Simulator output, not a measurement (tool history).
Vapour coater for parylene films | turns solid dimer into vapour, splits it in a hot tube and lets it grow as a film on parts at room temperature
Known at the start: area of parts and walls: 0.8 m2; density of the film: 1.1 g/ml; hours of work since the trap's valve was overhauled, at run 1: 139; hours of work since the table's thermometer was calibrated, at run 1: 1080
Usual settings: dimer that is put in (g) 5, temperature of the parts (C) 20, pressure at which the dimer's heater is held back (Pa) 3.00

run	hour	dimer that is put in (g)	temperature of the parts (C)	pressure at which the dimer's heater is held back (Pa)	hours of work since the trap's valve was overhauled	hours of work since the table's thermometer was calibrated	thickness of the film (µm)
1	0.0	5	20	3.00	139	1080	3.49
2	25.2	5	20	3.00	157	1099	3.42
3	77.5	5	27	3.00	196	1138	2.75
# hour 107.2: trap's valve overhauled
4	119.8	5	27	3.00	9	1166	2.99
5	169.4	5	27	3.00	46	1203	2.89
6	213.2	5	27	3.00	79	1236	2.82
# hour 216.7: table's thermometer calibrated
7	259.1	5	20	3.00	112	31	3.48
8	295.4	7	20	5.05	139	58	4.38
9	343.4	5	17	3.00	175	94	3.72
# hour 370.9: table's thermometer calibrated, once more
# hour 398.7: trap's valve overhauled
10	398.7	6	15	5.97	0	18	4.53
11	431.1	4	17	8.99	24	42	2.67
12	473.4	3	22	10.79	55	73	1.60
13	513.2	5	18	2.48	85	103	4.00
14	560.3	5	18	2.48	120	138	3.94

Some steps in thickness of the film (µm) between neighbouring runs. How much of each would the tool show without its hidden state too (settings, what came in, random variation), and how much is left for the hidden state, with any gauge scatter that isn't in both results?
The hidden state here: vapour lost through the trap's worn valve, %; true temperature of the parts over the reading, C; drift of the gauge itself on film_um, %.
Run 9 -> 10: dimer that is put in (g) 5 -> 6, temperature of the parts (C) 17 -> 15, pressure at which the dimer's heater is held back (Pa) 3.00 -> 5.97, table's thermometer calibrated, once more, trap's valve overhauled. thickness of the film (µm) +0.81: hidden state +0.42, all else +0.39.
Run 12 -> 13: dimer that is put in (g) 3 -> 5, temperature of the parts (C) 22 -> 18, pressure at which the dimer's heater is held back (Pa) 10.79 -> 2.48. thickness of the film (µm) +2.40: hidden state -0.12, all else +2.52.
